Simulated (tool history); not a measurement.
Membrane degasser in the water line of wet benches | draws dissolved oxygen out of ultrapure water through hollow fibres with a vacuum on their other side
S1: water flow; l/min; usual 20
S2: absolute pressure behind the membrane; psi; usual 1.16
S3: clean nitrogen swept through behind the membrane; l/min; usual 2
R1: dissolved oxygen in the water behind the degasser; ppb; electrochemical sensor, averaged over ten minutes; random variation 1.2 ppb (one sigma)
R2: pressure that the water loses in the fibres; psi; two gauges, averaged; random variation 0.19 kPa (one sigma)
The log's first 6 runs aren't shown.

| run | hour | S1 | S2 | S3 | R1 | R2 |
|---|---|---|---|---|---|---|
| 7 | 827 | 20 | 1.16 | 2 | 145 | 6.067 |
| 8 | 998.2 | 20 | 1.16 | 2 | 147.8 | 6.016 |
|  | 1057.6 | seals of the vacuum lines changed |
| 9 | 1207.9 | 20 | 1.16 | 2 | 145.7 | 6.028 |
| 10 | 1389.1 | 20 | 1.16 | 2 | 145.9 | 6.057 |
|  | 1407.1 | vacuum gauge calibrated |
| 11 | 1611.7 | 20 | 1.16 | 2 | 149.3 | 6.076 |
| 12 | 1813.7 | 20 | 1.16 | 2 | 148 | 6.087 |
| 13 | 2021.6 | 20 | 1.783 | 2 | 245.5 | 6.1 |
| 14 | 2162.8 | 20 | 1.783 | 2 | 245.2 | 6.11 |
| 15 | 2361.7 | 20 | 1.783 | 2 | 245.5 | 6.116 |
| 16 | 2541.3 | 20 | 1.783 | 2 | 246.7 | 6.093 |
| 17 | 2685.9 | 20 | 1.418 | 2 | 191.1 | 6.102 |
|  | 2704.7 | vacuum gauge calibrated, once more |
| 18 | 2887.1 | 20 | 0.702 | 2 | 69.6 | 6.08 |
| 19 | 2995.1 | 16 | 1.16 | 3.18 | 69.3 | 4.866 |
| 20 | 3141.9 | 16 | 1.16 | 3.18 | 70.5 | 4.883 |
| 21 | 3362.8 | 20 | 2.792 | 1.49 | 501 | 6.106 |
| 22 | 3464.7 | 20 | 2.792 | 1.49 | 508.7 | 6.126 |
| 23 | 3642.4 | 18 | 1.16 | 1.25 | 176.4 | 5.498 |
| 24 | 3856.1 | 30 | 0.934 | 2.12 | 257.7 | 9.192 |
| 25 | 4007.1 | 17 | 1.672 | 4.67 | 88 | 5.245 |
| 26 | 4200.8 | 22 | 1.752 | 0.91 | 496.4 | 6.824 |
| 27 | 4347.4 | 20 | 1.382 | 0.94 | 323.4 | 6.197 |
| 28 | 4522.7 | 20 | 1.382 | 0.94 | 325.4 | 6.131 |
| 29 | 4662.4 | 13 | 1.835 | 1.48 | 200.3 | 4.047 |
| 30 | 4853.6 | 22 | 1.188 | 5.77 | 95.5 | 6.788 |
| 31 | 4991.2 | 22 | 1.188 | 5.77 | 98.5 | 6.81 |

5 ways to go on from here, each from the tool as it stands after run 31. What would each give?
| A | 5119.2 | 16 | 2.743 | 6 | ? | ? |
| B | 5119.2 | 22 | 1.188 | 5.14 | ? | ? |
| C | 5119.2 | 16 | 1.674 | 3.28 | ? | ? |
| D | 5119.2 | 32 | 1.294 | 0.96 | ? | ? |
| E | 5119.2 | 23 | 0.763 | 2.55 | ? | ? |

| run | R1 | R2 |
|---|---|---|
| A | 112.3 | 4.925 |
| B | 104.6 | 6.756 |
| C | 110.5 | 4.924 |
| D | 566.1 | 9.915 |
| E | 107.2 | 7.118 |
Without the tool's hidden state the same runs would have given:
| run | R1 | R2 |
|---|---|---|
| A | 108.2 | 4.679 |
| B | 91.6 | 6.418 |
| C | 105.9 | 4.677 |
| D | 528.7 | 9.422 |
| E | 91.5 | 6.762 |
